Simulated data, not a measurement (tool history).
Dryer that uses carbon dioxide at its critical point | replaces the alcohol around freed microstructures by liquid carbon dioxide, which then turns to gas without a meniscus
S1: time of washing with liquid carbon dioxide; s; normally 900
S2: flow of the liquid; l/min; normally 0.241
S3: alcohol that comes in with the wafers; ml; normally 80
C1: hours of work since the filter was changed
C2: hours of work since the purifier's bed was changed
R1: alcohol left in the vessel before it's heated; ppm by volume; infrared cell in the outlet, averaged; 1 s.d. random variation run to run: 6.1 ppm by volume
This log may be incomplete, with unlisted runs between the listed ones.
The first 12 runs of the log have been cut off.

| run | hour | S1 | S2 | S3 | C1 | C2 | R1 |
|---|---|---|---|---|---|---|---|
| 13 | 79.0 | 900 | 0.241 | 80 | 267 | 178 | 487 |
| 14 | 86.0 | 900 | 0.241 | 80 | 271 | 182 | 500 |
| 15 | 89.9 | 900 | 0.241 | 80 | 274 | 185 | 520 |
| 16 | 95.3 | 900 | 0.241 | 80 | 277 | 188 | 507 |
| 17 | 101.8 | 900 | 0.241 | 80 | 281 | 192 | 511 |
|  | 107.2 | inlet filter changed |
| 18 | 110.8 | 900 | 0.241 | 80 | 2 | 196 | 303 |
| 19 | 116.2 | 900 | 0.350 | 59 | 5 | 200 | 61 |
| 20 | 123.6 | 900 | 0.350 | 59 | 10 | 204 | 60 |
| 21 | 130.8 | 900 | 0.151 | 64 | 14 | 208 | 2688 |
| 22 | 138.7 | 900 | 0.241 | 23 | 18 | 213 | 133 |

The next listed run, before its measurement:
| 23 | 142.6 | 840 | 0.241 | 80 | 21 | 215 | ? |

{"run 23": {"R1": 464}}
Without the tool's hidden state the same run would have given R1 376 ppm by volume.

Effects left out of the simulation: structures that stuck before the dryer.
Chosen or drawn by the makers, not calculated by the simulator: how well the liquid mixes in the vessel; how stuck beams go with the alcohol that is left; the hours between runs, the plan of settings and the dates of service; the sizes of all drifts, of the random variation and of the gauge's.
